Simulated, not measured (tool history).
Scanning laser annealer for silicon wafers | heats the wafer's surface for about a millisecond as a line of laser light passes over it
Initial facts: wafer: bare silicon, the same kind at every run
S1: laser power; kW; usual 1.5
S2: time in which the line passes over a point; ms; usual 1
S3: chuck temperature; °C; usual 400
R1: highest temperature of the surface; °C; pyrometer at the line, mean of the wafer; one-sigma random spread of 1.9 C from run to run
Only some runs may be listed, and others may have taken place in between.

run   hour     S1    S2   S3    R1
  1      0    1.5     1  400  1154
  2    5.7    1.5     1  400  1158
  3     15    1.5     1  400  1156
  4     24    1.5     1  400  1157
  5   31.8    1.5     1  400  1159
  6   42.9    1.5     1  400  1152
  7   52.2    1.5     1  400  1156
  8   62.8    1.5     1  400  1154
  9     69    1.5     1  400  1151
 10   77.3    1.5     1  400  1152
 11   87.8    1.5     1  400  1154
 12   98.8  1.622  1.21  435  1341
 13  105.2  1.397  1.21  435  1215
 14  116.4  1.544  0.96  412  1169
 15  126.8  1.336  1.16  369  1094
 16  133.3   1.57     1  386  1173
 17  142.8   1.57     1  386  1169
 18  153.2   1.57     1  386  1172
 19  162.7   1.46     1  394  1127
 20  168.4    1.5  0.71  413  1031
 21  179.7    1.5  0.71  413  1030
 22  185.2    1.5  0.84  369  1044

Below are 4 alternative next runs, each starting from the tool's condition after run 22. Predict each:
  A  193.7  1.413     1  400   ?
  B  193.7    1.5  0.83  383   ?
  C  193.7  1.477  0.84  421   ?
  D  193.7  1.506     1  428   ?

run    R1
  A  1103
  B  1055
  C  1088
  D  1179
Stripped of hidden state, with their random variation kept, the same runs would have yielded:
run    R1
  A  1141
  B  1091
  C  1123
  D  1220

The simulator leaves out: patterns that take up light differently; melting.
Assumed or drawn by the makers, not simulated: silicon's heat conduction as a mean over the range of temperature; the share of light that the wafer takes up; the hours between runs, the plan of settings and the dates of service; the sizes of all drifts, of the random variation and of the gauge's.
